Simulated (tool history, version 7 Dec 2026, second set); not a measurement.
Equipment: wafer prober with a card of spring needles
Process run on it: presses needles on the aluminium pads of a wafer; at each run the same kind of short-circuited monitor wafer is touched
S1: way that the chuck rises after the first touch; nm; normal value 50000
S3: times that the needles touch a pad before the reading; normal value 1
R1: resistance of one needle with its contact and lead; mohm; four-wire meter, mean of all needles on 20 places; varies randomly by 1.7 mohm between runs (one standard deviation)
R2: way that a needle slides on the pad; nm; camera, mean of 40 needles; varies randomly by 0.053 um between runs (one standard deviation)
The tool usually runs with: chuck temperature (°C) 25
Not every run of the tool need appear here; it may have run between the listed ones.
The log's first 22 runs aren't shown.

At hour 184.9: tips cleaned on abrasive film.
Run 23, hour 188.0: usual settings but S1 67000 nm. Result: R1 191 mohm, R2 14260 nm.
At hour 190.0: tips cleaned on abrasive film.
At hour 195.2: tips cleaned on abrasive film.
At hour 200.4: tips cleaned on abrasive film.
Run 24, hour 200.5: usual settings but S1 67000 nm. Result: R1 178 mohm, R2 14230 nm.
At hour 205.8: tips cleaned on abrasive film.
Run 25, hour 206.5: usual settings but S1 67000 nm. Result: R1 183 mohm, R2 14280 nm.
At hour 211.1: tips cleaned on abrasive film.
Run 26, hour 215.7: usual settings but S1 47000 nm, chuck temperature (°C) 66. Result: R1 218 mohm, R2 9960 nm.
At hour 216.8: tips cleaned on abrasive film.
At hour 222.1: tips cleaned on abrasive film.
Run 27, hour 225.3: usual settings but S1 47000 nm, chuck temperature (°C) 66. Result: R1 219 mohm, R2 9900 nm.
At hour 227.9: tips cleaned on abrasive film.
Run 28, hour 230.4: usual settings but S1 47000 nm, chuck temperature (°C) 66. Result: R1 210 mohm, R2 9880 nm.
At hour 233.2: tips cleaned on abrasive film.
At hour 238.5: tips cleaned on abrasive film.
Run 29, hour 240.7: usual settings but S1 47000 nm, chuck temperature (°C) 62. Result: R1 205 mohm, R2 9750 nm.
At hour 244.0: tips cleaned on abrasive film.
At hour 250.1: tips cleaned on abrasive film.
Run 30, hour 250.7: usual settings but S3 3. Result: R1 179 mohm, R2 10350 nm.

Forecast each of these 3 alternatives for the next run:
At hour 255.3: tips cleaned on abrasive film.
Run A, hour 258.7: usual settings but S1 69000 nm. Result: R1 ?, R2 ?.
At hour 255.3: tips cleaned on abrasive film.
Run B, hour 258.7: usual settings but S1 49000 nm. Result: R1 ?, R2 ?.
At hour 255.3: tips cleaned on abrasive film.
Run C, hour 258.7: usual settings but chuck temperature (°C) 31, S3 2. Result: R1 ?, R2 ?.

run   R1     R2
  A  197  14490
  B  207  10110
  C  195  10390
With no hidden state in the tool, these same runs would have given:
run   R1     R2
  A  179  14780
  B  176  10400
  C  177  10680

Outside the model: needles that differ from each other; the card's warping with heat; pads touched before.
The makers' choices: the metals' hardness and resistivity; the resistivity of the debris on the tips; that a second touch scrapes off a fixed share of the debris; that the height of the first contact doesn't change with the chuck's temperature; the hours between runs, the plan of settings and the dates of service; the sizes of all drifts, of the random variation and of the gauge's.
